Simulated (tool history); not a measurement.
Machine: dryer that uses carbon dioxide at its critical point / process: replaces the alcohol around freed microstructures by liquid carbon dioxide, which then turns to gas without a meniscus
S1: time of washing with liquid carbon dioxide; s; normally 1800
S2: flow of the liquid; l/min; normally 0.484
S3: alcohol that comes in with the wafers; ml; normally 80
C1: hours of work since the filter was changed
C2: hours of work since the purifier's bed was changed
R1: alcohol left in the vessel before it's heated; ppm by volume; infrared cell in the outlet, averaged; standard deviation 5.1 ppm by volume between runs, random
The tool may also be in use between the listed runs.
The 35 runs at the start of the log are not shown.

Run 36, hour 385.3: usual settings but S2 0.614 l/min, S3 38 ml; C1 229; C2 242. Result: R1 22 ppm by volume.
Run 37, hour 393.7: usual settings but S2 0.614 l/min, S3 38 ml; C1 232; C2 245. Result: R1 29 ppm by volume.
Run 38, hour 406.7: usual settings but S1 1380 s, S2 0.580 l/min, S3 98 ml; C1 236; C2 249. Result: R1 225 ppm by volume.
Run 39, hour 419.4: usual settings but S1 1380 s, S2 0.580 l/min, S3 98 ml; C1 240; C2 253. Result: R1 217 ppm by volume.
Run 40, hour 426.7: usual settings but S1 1380 s, S2 0.580 l/min, S3 98 ml; C1 242; C2 255. Result: R1 207 ppm by volume.
Run 41, hour 441.6: usual settings but S1 1080 s, S2 0.370 l/min, S3 32 ml; C1 247; C2 260. Result: R1 1028 ppm by volume.
Run 42, hour 456.3: usual settings but S1 1080 s, S2 0.370 l/min, S3 32 ml; C1 251; C2 264. Result: R1 1064 ppm by volume.
Run 43, hour 465.7: usual settings but S1 1080 s, S2 0.414 l/min, S3 23 ml; C1 254; C2 267. Result: R1 558 ppm by volume.
Run 44, hour 477.6: usual settings but S1 1080 s, S2 0.316 l/min, S3 23 ml; C1 258; C2 271. Result: R1 1103 ppm by volume.
Run 45, hour 489.7: usual settings but S1 1140 s, S2 0.342 l/min, S3 79 ml; C1 261; C2 275. Result: R1 2755 ppm by volume.
Run 46, hour 502.1: usual settings but S1 1140 s, S2 0.342 l/min, S3 79 ml; C1 265; C2 278. Result: R1 2630 ppm by volume.

5 options for the next run, each taken on its own from the tool as it stands now. Forecast them:
Run A, hour 510.1: usual settings but S3 21 ml; C1 268; C2 281. Result: R1 ?.
Run B, hour 510.1: usual settings but S1 1140 s, S2 0.581 l/min, S3 79 ml; C1 268; C2 281. Result: R1 ?.
Run C, hour 510.1: usual settings but S1 2520 s, S2 0.676 l/min; C1 268; C2 281. Result: R1 ?.
Run D, hour 510.1: usual settings but S1 1200 s, S2 0.342 l/min, S3 27 ml; C1 268; C2 281. Result: R1 ?.
Run E, hour 510.1: usual settings but S1 1200 s, S2 0.780 l/min, S3 23 ml; C1 268; C2 281. Result: R1 ?.

run   R1
  A   49
  B  433
  C   19
  D  785
  E   46
Stripped of hidden state, with their random variation kept, the same runs would have yielded:
run   R1
  A   28
  B  318
  C    6
  D  654
  E   27
